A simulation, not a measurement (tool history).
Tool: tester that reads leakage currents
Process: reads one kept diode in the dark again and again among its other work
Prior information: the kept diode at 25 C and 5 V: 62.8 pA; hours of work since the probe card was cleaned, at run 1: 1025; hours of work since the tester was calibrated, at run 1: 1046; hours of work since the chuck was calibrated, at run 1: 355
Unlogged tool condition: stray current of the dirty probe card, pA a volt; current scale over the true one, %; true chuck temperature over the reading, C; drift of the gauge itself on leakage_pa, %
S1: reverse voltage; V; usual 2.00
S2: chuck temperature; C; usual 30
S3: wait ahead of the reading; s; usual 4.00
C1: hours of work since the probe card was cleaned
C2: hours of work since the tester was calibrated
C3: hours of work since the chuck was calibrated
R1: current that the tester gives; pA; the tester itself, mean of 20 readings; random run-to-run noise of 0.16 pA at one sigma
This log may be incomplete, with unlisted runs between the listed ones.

Run 1, day 0.000: usual settings; C1 1025; C2 1046; C3 355. Result: R1 62.87 pA.
Run 2, day 3.900: usual settings but S3 0.40 s; C1 1098; C2 1118; C3 427. Result: R1 64.32 pA.
Run 3, day 8.050: usual settings but S1 2.08 V; C1 1175; C2 1196; C3 505. Result: R1 64.20 pA.
Run 4, day 11.150: usual settings but S1 2.08 V; C1 1233; C2 1254; C3 563. Result: R1 64.11 pA.
Run 5, day 14.392: usual settings but S1 2.08 V; C1 1294; C2 1314; C3 623. Result: R1 63.93 pA.
Run 6, day 18.267: usual settings but S3 1.01 s; C1 1366; C2 1386; C3 695. Result: R1 63.44 pA.
Run 7, day 20.088: usual settings but S3 1.01 s; C1 1400; C2 1420; C3 729. Result: R1 63.08 pA.
Run 8, day 23.321: usual settings; C1 1460; C2 1480; C3 789. Result: R1 62.88 pA.
Run 9, day 25.879: usual settings; C1 1508; C2 1528; C3 837. Result: R1 62.73 pA.
Run 10, day 28.671: usual settings but S1 5.20 V; C1 1560; C2 1580; C3 889. Result: R1 99.70 pA.
Run 11, day 32.358: usual settings but S1 5.20 V; C1 1628; C2 1649; C3 958. Result: R1 99.54 pA.
Run 12, day 35.462: usual settings but S1 2.01 V; C1 1686; C2 1707; C3 1016. Result: R1 63.04 pA.
Run 13, day 38.083: usual settings but S3 0.84 s; C1 1735; C2 1756; C3 1065. Result: R1 63.09 pA.
Run 14, day 41.150: usual settings but S3 0.84 s; C1 1792; C2 1813; C3 1122. Result: R1 63.50 pA.
Run 15, day 44.458: usual settings but S3 0.48 s; C1 1854; C2 1874; C3 1183. Result: R1 64.10 pA.
Run 16, day 46.642: usual settings but S3 0.48 s; C1 1895; C2 1915; C3 1224. Result: R1 63.81 pA.
At day 50.254: chuck's temperature calibrated.
Run 17, day 50.254: usual settings; C1 1960; C2 1981; C3 0. Result: R1 62.74 pA.
Run 18, day 52.038: usual settings; C1 1994; C2 2014; C3 33. Result: R1 62.59 pA.
Run 19, day 53.950: usual settings but S1 7.61 V; C1 2029; C2 2050; C3 69. Result: R1 119.71 pA.
Run 20, day 58.133: usual settings but S2 41 C; C1 2107; C2 2128; C3 147. Result: R1 154.90 pA.
Run 21, day 60.575: usual settings but S2 41 C; C1 2153; C2 2173; C3 192. Result: R1 156.31 pA.
Run 22, day 62.412: usual settings but S1 2.64 V, S2 38 C, S3 7.04 s; C1 2187; C2 2208; C3 227. Result: R1 140.19 pA.
Run 23, day 65.871: usual settings but S2 52 C; C1 2252; C2 2272; C3 291. Result: R1 365.25 pA.
Run 24, day 69.542: usual settings but S2 52 C; C1 2320; C2 2340; C3 360. Result: R1 365.65 pA.
Run 25, day 71.425: usual settings but S2 52 C; C1 2355; C2 2375; C3 395. Result: R1 366.03 pA.
Run 26, day 73.329: usual settings but S1 1.48 V, S3 2.72 s; C1 2391; C2 2411; C3 430. Result: R1 54.50 pA.
Run 27, day 77.525: usual settings but S1 1.07 V, S3 1.97 s; C1 2469; C2 2489; C3 508. Result: R1 46.68 pA.
Run 28, day 80.783: usual settings but S2 51 C; C1 2529; C2 2550; C3 569. Result: R1 339.17 pA.
Run 29, day 84.467: usual settings but S1 17.41 V, S2 44 C; C1 2598; C2 2619; C3 638. Result: R1 557.56 pA.
Run 30, day 87.508: usual settings but S1 2.05 V, S2 50 C, S3 0.37 s; C1 2655; C2 2675; C3 694. Result: R1 319.11 pA.
Run 31, day 90.992: usual settings but S1 17.15 V, S2 21 C, S3 0.92 s; C1 2720; C2 2740; C3 759. Result: R1 85.65 pA.
Run 32, day 93.125: usual settings but S1 17.15 V, S2 21 C, S3 0.92 s; C1 2759; C2 2780; C3 799. Result: R1 85.28 pA.
Run 33, day 95.492: usual settings but S1 17.15 V, S2 54 C, S3 2.93 s; C1 2804; C2 2824; C3 843. Result: R1 1187.28 pA.
Run 34, day 99.196: usual settings but S1 5.19 V, S2 38 C, S3 1.84 s; C1 2873; C2 2893; C3 912. Result: R1 193.87 pA.
Run 35, day 103.242: usual settings but S1 5.19 V, S2 38 C, S3 1.84 s; C1 2948; C2 2969; C3 988. Result: R1 194.74 pA.
At day 105.242: probe card cleaned and baked.
Run 36, day 106.679: usual settings but S1 17.54 V, S3 1.08 s; C1 27; C2 3030; C3 1049. Result: R1 183.21 pA.
Run 37, day 108.692: usual settings but S1 17.54 V, S3 1.08 s; C1 64; C2 3068; C3 1087. Result: R1 182.79 pA.
Run 38, day 111.833: usual settings but S2 37 C, S3 2.11 s; C1 123; C2 3126; C3 1145. Result: R1 112.88 pA.

4 options for the next run, each taken on its own from the tool as it stands now. Forecast them:
Run A, day 114.721: usual settings but S2 59 C, S3 9.20 s; C1 177; C2 3180; C3 1199. Result: R1 ?.
Run B, day 114.721: usual settings but S1 1.61 V, S2 45 C, S3 1.93 s; C1 177; C2 3180; C3 1199. Result: R1 ?.
Run C, day 114.721: usual settings but S1 4.15 V, S2 50 C, S3 2.34 s; C1 177; C2 3180; C3 1199. Result: R1 ?.
Run D, day 114.721: usual settings but S2 37 C, S3 0.52 s; C1 177; C2 3180; C3 1199. Result: R1 ?.

run      R1
  A  607.91
  B  192.56
  C  445.18
  D  114.47
What these runs would have given with no unlogged condition in the tool:
run      R1
  A  608.26
  B  192.68
  C  445.44
  D  114.54

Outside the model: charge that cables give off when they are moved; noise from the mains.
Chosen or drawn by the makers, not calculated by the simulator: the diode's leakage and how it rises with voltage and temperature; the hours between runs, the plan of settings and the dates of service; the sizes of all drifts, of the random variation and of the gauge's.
